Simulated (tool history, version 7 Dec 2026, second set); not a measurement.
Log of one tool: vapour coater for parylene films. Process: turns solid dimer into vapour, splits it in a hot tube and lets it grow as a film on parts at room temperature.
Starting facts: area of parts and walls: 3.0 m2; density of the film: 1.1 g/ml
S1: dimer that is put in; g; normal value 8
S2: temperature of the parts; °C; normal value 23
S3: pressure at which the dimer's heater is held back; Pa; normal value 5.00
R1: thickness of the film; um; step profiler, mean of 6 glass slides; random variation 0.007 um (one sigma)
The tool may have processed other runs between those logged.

{"run": 1, "hour": 0.0, "S1": 8, "S2": 23, "S3": 5.0, "R1": 1.249}
{"run": 2, "hour": 52.2, "S1": 5, "S2": 23, "S3": 5.0, "R1": 0.779}
{"run": 3, "hour": 101.3, "S1": 5, "S2": 23, "S3": 5.0, "R1": 0.769}
{"run": 4, "hour": 127.9, "S1": 8, "S2": 23, "S3": 5.0, "R1": 1.214}
{"run": 5, "hour": 171.9, "S1": 8, "S2": 23, "S3": 5.0, "R1": 1.209}
{"run": 6, "hour": 212.3, "S1": 8, "S2": 23, "S3": 6.42, "R1": 1.161}
{"run": 7, "hour": 261.0, "S1": 8, "S2": 23, "S3": 6.42, "R1": 1.133}
{"run": 8, "hour": 312.3, "S1": 8, "S2": 23, "S3": 6.42, "R1": 1.115}
{"run": 9, "hour": 364.3, "S1": 8, "S2": 23, "S3": 6.42, "R1": 1.125}
{"run": 10, "hour": 411.7, "S1": 8, "S2": 31, "S3": 6.35, "R1": 0.909}
{"run": 11, "hour": 470.1, "S1": 8, "S2": 31, "S3": 6.35, "R1": 0.907}
{"run": 12, "hour": 507.2, "S1": 4, "S2": 30, "S3": 6.35, "R1": 0.457}
{"hour": 551.6, "done": "trap's valve overhauled"}
{"run": 13, "hour": 551.6, "S1": 6, "S2": 30, "S3": 6.35, "R1": 0.731}
{"run": 14, "hour": 604.3, "S1": 7, "S2": 29, "S3": 4.86, "R1": 0.937}
{"run": 15, "hour": 639.3, "S1": 3, "S2": 25, "S3": 6.28, "R1": 0.412}
{"run": 16, "hour": 672.8, "S1": 5, "S2": 20, "S3": 3.94, "R1": 0.856}

Pick out some run-to-run changes in R1. Of each, how much would a tool without hidden state show as well, from the settings, what came in and chance, and how much is left for the hidden state and any gauge scatter not in both results compared?
Hidden conditions of the tool in this case: vapour lost through the trap's worn valve, %; true temperature of the parts over the reading, C; drift of the gauge itself on film_um, %.
Run 11 -> 12: S1 8 -> 4, S2 31 -> 30. R1 -0.450 um: hidden state +0.037, all else -0.487.
Run 14 -> 15: S1 7 -> 3, S2 29 -> 25, S3 4.86 -> 6.28. R1 -0.525 um: hidden state +0.011, all else -0.536.
